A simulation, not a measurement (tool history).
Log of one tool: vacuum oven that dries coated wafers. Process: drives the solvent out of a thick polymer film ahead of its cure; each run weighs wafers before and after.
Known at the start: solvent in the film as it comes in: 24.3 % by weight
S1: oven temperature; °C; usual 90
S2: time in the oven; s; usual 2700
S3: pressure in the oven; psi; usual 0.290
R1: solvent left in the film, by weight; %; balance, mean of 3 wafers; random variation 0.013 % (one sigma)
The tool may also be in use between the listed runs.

| run | day | S1 | S2 | S3 | R1 |
|---|---|---|---|---|---|
| 1 | 0.000 | 90 | 2700 | 0.290 | 1.96 |
| 2 | 0.633 | 90 | 2700 | 0.290 | 1.95 |
| 3 | 1.250 | 90 | 2700 | 0.290 | 1.95 |
| 4 | 1.679 | 90 | 2700 | 0.290 | 1.95 |
| 5 | 2.525 | 90 | 2700 | 0.290 | 1.95 |
| 6 | 3.358 | 90 | 1380 | 0.290 | 4.71 |
|  | 3.504 | vacuum gauge cleaned of residue and calibrated |
| 7 | 4.100 | 90 | 1380 | 0.290 | 4.74 |
|  | 4.479 | oven's thermocouples calibrated |
| 8 | 4.654 | 90 | 1380 | 0.290 | 5.29 |
|  | 5.167 | vacuum gauge cleaned of residue and calibrated, once more |
| 9 | 5.167 | 90 | 1380 | 0.290 | 5.19 |
| 10 | 5.767 | 90 | 2700 | 0.290 | 2.14 |
| 11 | 6.562 | 90 | 2700 | 0.290 | 2.13 |
| 12 | 7.450 | 90 | 1800 | 0.290 | 3.66 |
| 13 | 8.367 | 93 | 2700 | 0.309 | 1.61 |
| 14 | 8.958 | 93 | 2280 | 0.205 | 1.55 |
| 15 | 9.467 | 93 | 2280 | 0.205 | 1.53 |
| 16 | 9.904 | 90 | 3000 | 0.202 | 1.51 |
| 17 | 10.388 | 90 | 3000 | 0.202 | 1.50 |
| 18 | 11.217 | 90 | 3000 | 0.202 | 1.49 |
| 19 | 12.038 | 90 | 3000 | 0.202 | 1.51 |
| 20 | 12.792 | 87 | 2220 | 0.222 | 3.56 |
| 21 | 13.242 | 102 | 1620 | 0.178 | 0.72 |
| 22 | 13.875 | 77 | 2700 | 0.189 | 7.38 |

Some steps in R1 between neighbouring runs. How much of each would the tool show without its hidden state too (settings, what came in, random variation), and how much is left for the hidden state, with any gauge scatter that isn't in both results?
The hidden state here: true wafer temperature over the reading, C; true pressure over the reading, kPa; drift of the gauge itself on solvent_pct, %.
Run 5 -> 6: S2 2700 -> 1380. R1 +2.76 %: hidden state -0.30, all else +3.06.
Run 7 -> 8: oven's thermocouples calibrated. R1 +0.55 %: hidden state +0.54, all else +0.01.
Run 9 -> 10: S2 1380 -> 2700. R1 -3.05 %: hidden state +0.01, all else -3.06.
Run 21 -> 22: S1 102 -> 77, S2 1620 -> 2700, S3 0.178 -> 0.189. R1 +6.66 %: hidden state -0.12, all else +6.78.

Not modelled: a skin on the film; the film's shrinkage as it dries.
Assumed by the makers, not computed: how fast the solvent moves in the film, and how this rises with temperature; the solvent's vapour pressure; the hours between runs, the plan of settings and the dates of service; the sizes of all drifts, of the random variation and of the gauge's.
